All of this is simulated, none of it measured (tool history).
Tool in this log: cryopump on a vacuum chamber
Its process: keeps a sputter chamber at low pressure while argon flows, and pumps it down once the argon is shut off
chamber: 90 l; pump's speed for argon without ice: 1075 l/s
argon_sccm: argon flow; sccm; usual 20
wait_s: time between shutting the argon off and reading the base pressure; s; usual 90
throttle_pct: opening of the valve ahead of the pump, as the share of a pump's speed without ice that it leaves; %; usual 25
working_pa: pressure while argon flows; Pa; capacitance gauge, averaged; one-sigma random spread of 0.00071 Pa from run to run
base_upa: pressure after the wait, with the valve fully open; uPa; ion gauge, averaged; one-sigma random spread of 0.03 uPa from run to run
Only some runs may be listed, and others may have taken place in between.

{"run": 1, "hour": 0.0, "argon_sccm": 20, "wait_s": 90, "throttle_pct": 25, "working_pa": 0.1359, "base_upa": 1.78}
{"hour": 63.2, "done": "pump warmed up, emptied and cooled again"}
{"run": 2, "hour": 97.6, "argon_sccm": 20, "wait_s": 90, "throttle_pct": 25, "working_pa": 0.1244, "base_upa": 1.65}
{"run": 3, "hour": 209.4, "argon_sccm": 20, "wait_s": 90, "throttle_pct": 17, "working_pa": 0.1888, "base_upa": 1.77}
{"run": 4, "hour": 320.3, "argon_sccm": 20, "wait_s": 90, "throttle_pct": 17, "working_pa": 0.188, "base_upa": 1.81}
{"run": 5, "hour": 436.1, "argon_sccm": 20, "wait_s": 90, "throttle_pct": 17, "working_pa": 0.1903, "base_upa": 1.8}
{"run": 6, "hour": 498.3, "argon_sccm": 20, "wait_s": 90, "throttle_pct": 25, "working_pa": 0.1321, "base_upa": 1.78}
{"run": 7, "hour": 573.6, "argon_sccm": 20, "wait_s": 90, "throttle_pct": 25, "working_pa": 0.133, "base_upa": 1.83}
{"run": 8, "hour": 691.7, "argon_sccm": 15, "wait_s": 90, "throttle_pct": 25, "working_pa": 0.1011, "base_upa": 1.92}
{"hour": 720.9, "done": "pump warmed up, emptied and cooled again"}
{"run": 9, "hour": 766.3, "argon_sccm": 15, "wait_s": 90, "throttle_pct": 25, "working_pa": 0.0943, "base_upa": 1.71}
{"run": 10, "hour": 828.4, "argon_sccm": 15, "wait_s": 114, "throttle_pct": 25, "working_pa": 0.0953, "base_upa": 1.51}
{"run": 11, "hour": 901.0, "argon_sccm": 15, "wait_s": 114, "throttle_pct": 25, "working_pa": 0.0975, "base_upa": 1.57}
{"run": 12, "hour": 957.0, "argon_sccm": 15, "wait_s": 114, "throttle_pct": 25, "working_pa": 0.0965, "base_upa": 1.56}
{"run": 13, "hour": 1058.5, "argon_sccm": 15, "wait_s": 114, "throttle_pct": 25, "working_pa": 0.0975, "base_upa": 1.61}
{"run": 14, "hour": 1125.4, "argon_sccm": 15, "wait_s": 114, "throttle_pct": 25, "working_pa": 0.0986, "base_upa": 1.7}
{"run": 15, "hour": 1222.6, "argon_sccm": 23, "wait_s": 90, "throttle_pct": 44, "working_pa": 0.0917, "base_upa": 1.98}
{"run": 16, "hour": 1280.4, "argon_sccm": 11, "wait_s": 90, "throttle_pct": 44, "working_pa": 0.044, "base_upa": 1.98}
{"hour": 1379.4, "done": "pump warmed up, emptied and cooled again"}
{"run": 17, "hour": 1394.0, "argon_sccm": 10, "wait_s": 155, "throttle_pct": 25, "working_pa": 0.0617, "base_upa": 1.35}
{"run": 18, "hour": 1510.9, "argon_sccm": 20, "wait_s": 27, "throttle_pct": 25, "working_pa": 0.1279, "base_upa": 4.92}
{"run": 19, "hour": 1606.9, "argon_sccm": 18, "wait_s": 181, "throttle_pct": 36, "working_pa": 0.0808, "base_upa": 1.33}
{"run": 20, "hour": 1719.4, "argon_sccm": 18, "wait_s": 181, "throttle_pct": 36, "working_pa": 0.0831, "base_upa": 1.37}
{"run": 21, "hour": 1819.1, "argon_sccm": 18, "wait_s": 181, "throttle_pct": 36, "working_pa": 0.084, "base_upa": 1.42}
{"run": 22, "hour": 1906.0, "argon_sccm": 21, "wait_s": 130, "throttle_pct": 26, "working_pa": 0.1363, "base_upa": 1.78}
{"run": 23, "hour": 1998.3, "argon_sccm": 21, "wait_s": 130, "throttle_pct": 26, "working_pa": 0.1377, "base_upa": 1.7}

3 options for the next run, each taken on its own from the tool as it stands now. Forecast them:
{"hour": 2015.8, "done": "leaking fittings of the chamber tightened, without venting"}
{"hour": 2043.0, "done": "pump warmed up, emptied and cooled again"}
{"run": "A", "hour": 2112.4, "argon_sccm": 20, "wait_s": 276, "throttle_pct": 40, "working_pa": "?", "base_upa": "?"}
{"hour": 2015.8, "done": "leaking fittings of the chamber tightened, without venting"}
{"hour": 2043.0, "done": "pump warmed up, emptied and cooled again"}
{"run": "B", "hour": 2112.4, "argon_sccm": 14, "wait_s": 124, "throttle_pct": 16, "working_pa": "?", "base_upa": "?"}
{"hour": 2015.8, "done": "leaking fittings of the chamber tightened, without venting"}
{"hour": 2043.0, "done": "pump warmed up, emptied and cooled again"}
{"run": "C", "hour": 2112.4, "argon_sccm": 12, "wait_s": 60, "throttle_pct": 17, "working_pa": "?", "base_upa": "?"}

run=A working_pa=0.0793 base_upa=0.8
run=B working_pa=0.1371 base_upa=1.24
run=C working_pa=0.1111 base_upa=2.22
Take away the tool's hidden state, keep each run's random variation, and the runs would have read:
run=A working_pa=0.0781 base_upa=0.7
run=B working_pa=0.1363 base_upa=1.15
run=C working_pa=0.1104 base_upa=2.13

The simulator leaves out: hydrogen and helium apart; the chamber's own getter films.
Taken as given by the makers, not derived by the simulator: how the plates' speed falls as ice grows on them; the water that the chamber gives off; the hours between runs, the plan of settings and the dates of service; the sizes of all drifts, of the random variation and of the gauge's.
